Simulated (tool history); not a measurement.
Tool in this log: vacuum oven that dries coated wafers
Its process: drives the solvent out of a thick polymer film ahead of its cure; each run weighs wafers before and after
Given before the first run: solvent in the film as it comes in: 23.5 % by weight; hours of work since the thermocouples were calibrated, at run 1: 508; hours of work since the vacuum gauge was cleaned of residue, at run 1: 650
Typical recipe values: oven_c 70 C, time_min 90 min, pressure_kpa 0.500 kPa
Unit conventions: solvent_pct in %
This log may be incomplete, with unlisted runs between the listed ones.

run    hour  oven_c  time_min  pressure_kpa  hours of work since the thermocouples were calibrated  hours of work since the vacuum gauge was cleaned of residue  solvent_pct
  1     0.0      70        90         0.500                                                    508                                                          650         2.58
  2    21.3      70        90         0.500                                                    525                                                          666         2.63
  3    63.4      70        90         0.273                                                    558                                                          699         2.33
  4   100.7      70        90         0.273                                                    587                                                          728         2.33
  5   138.3      70        90         0.273                                                    616                                                          758         2.35
  6   164.9      70        90         0.500                                                    637                                                          779         2.72
  7   190.1      70        90         0.500                                                    657                                                          799         2.66
  8   217.9      70        90         0.833                                                    679                                                          820         3.20
  9   264.9      70        90         0.833                                                    716                                                          857         3.35
 10   306.0      70        90         0.833                                                    748                                                          890         3.19
 11   357.1      78        90         0.500                                                    788                                                          930         1.15
 12   404.1      55        90         0.500                                                    825                                                          966         8.89
 13   453.1      55        90         0.500                                                    863                                                         1005         8.79
 14   504.1      70        90         0.500                                                    903                                                         1045         2.89
 15   542.9      70        90         0.500                                                    934                                                         1075         2.81
 16   593.6      70        90         0.500                                                    974                                                         1115         2.98
 17   637.7      70        90         0.500                                                   1008                                                         1150         2.84
 18   661.7      70        90         0.500                                                   1027                                                         1169         2.85
 19   698.8      61        90         0.500                                                   1056                                                         1198         6.03
 20   724.8      61        90         0.500                                                   1076                                                         1218         6.20
 21   748.8      70        90         0.500                                                   1095                                                         1237         2.95
 22   784.5      70        90         0.500                                                   1123                                                         1265         2.89
      803.5  -- oven's thermocouples calibrated
 23   835.3      70        90         0.500                                                     25                                                         1303         2.55
 24   869.4      70        90         0.500                                                     52                                                         1330         2.48
 25   897.6      56        90         1.290                                                     74                                                         1352         9.35
 26   942.3      63        90         0.474                                                    109                                                         1387         4.72
 27   979.3      65       142         0.373                                                    138                                                         1416         2.11
 28  1013.8      65       142         0.373                                                    165                                                         1443         1.99
 29  1036.1      74        52         0.500                                                    182                                                         1461         3.92
 30  1067.0      74        52         1.239                                                    207                                                         1485         4.91
 31  1106.1      85        52         0.598                                                    237                                                         1516         1.48
 32  1132.5      62       146         0.508                                                    258                                                         1536         3.00
 33  1170.7      62       146         0.508                                                    288                                                         1566         3.01
 34  1207.1      62       146         0.508                                                    317                                                         1595         3.05
 35  1258.9      62        73         0.807                                                    357                                                         1635         7.26
 36  1290.0      62        73         0.807                                                    382                                                         1660         7.06
 37  1311.8      65        53         0.266                                                    399                                                         1677         7.04
 38  1361.6      78       122         1.064                                                    438                                                         1716         1.54
 39  1392.7      64       125         1.064                                                    462                                                         1740         4.31
 40  1426.3      64       125         1.064                                                    489                                                         1767         4.33
 41  1471.9      64       125         1.064                                                    524                                                         1803         4.18
 42  1514.0      64       125         1.064                                                    557                                                         1836         4.19
 43  1564.3      84       130         1.016                                                    597                                                         1875         1.06
 44  1589.0      68       130         1.413                                                    616                                                         1894         3.71
 45  1613.8      68       130         1.413                                                    636                                                         1914         3.68
 46  1636.5      70        90         0.682                                                    653                                                         1932         2.99

A few steps of solvent_pct between consecutive runs. Split each: what settings, incoming material and random variation would produce without the hidden state, and what is left over for the hidden state, along with gauge scatter present in only one of the two compared results (measured, and without hidden state):
Hidden state present: true wafer temperature over the reading, C; true pressure over the reading, kPa; drift of the gauge itself on solvent_pct, %.
Run 11 -> 12: oven_c 78 -> 55. solvent_pct +7.74 %: hidden state +0.65, all else +7.09.
Run 13 -> 14: oven_c 55 -> 70. solvent_pct -5.90 %: hidden state -0.35, all else -5.55.
Run 22 -> 23: oven's thermocouples calibrated. solvent_pct -0.34 %: hidden state -0.42, all else +0.08.
Run 24 -> 25: oven_c 70 -> 56, pressure_kpa 0.500 -> 1.290. solvent_pct +6.87 %: hidden state +0.14, all else +6.73.
Run 42 -> 43: oven_c 64 -> 84, time_min 125 -> 130, pressure_kpa 1.064 -> 1.016. solvent_pct -3.13 %: hidden state -0.37, all else -2.76.

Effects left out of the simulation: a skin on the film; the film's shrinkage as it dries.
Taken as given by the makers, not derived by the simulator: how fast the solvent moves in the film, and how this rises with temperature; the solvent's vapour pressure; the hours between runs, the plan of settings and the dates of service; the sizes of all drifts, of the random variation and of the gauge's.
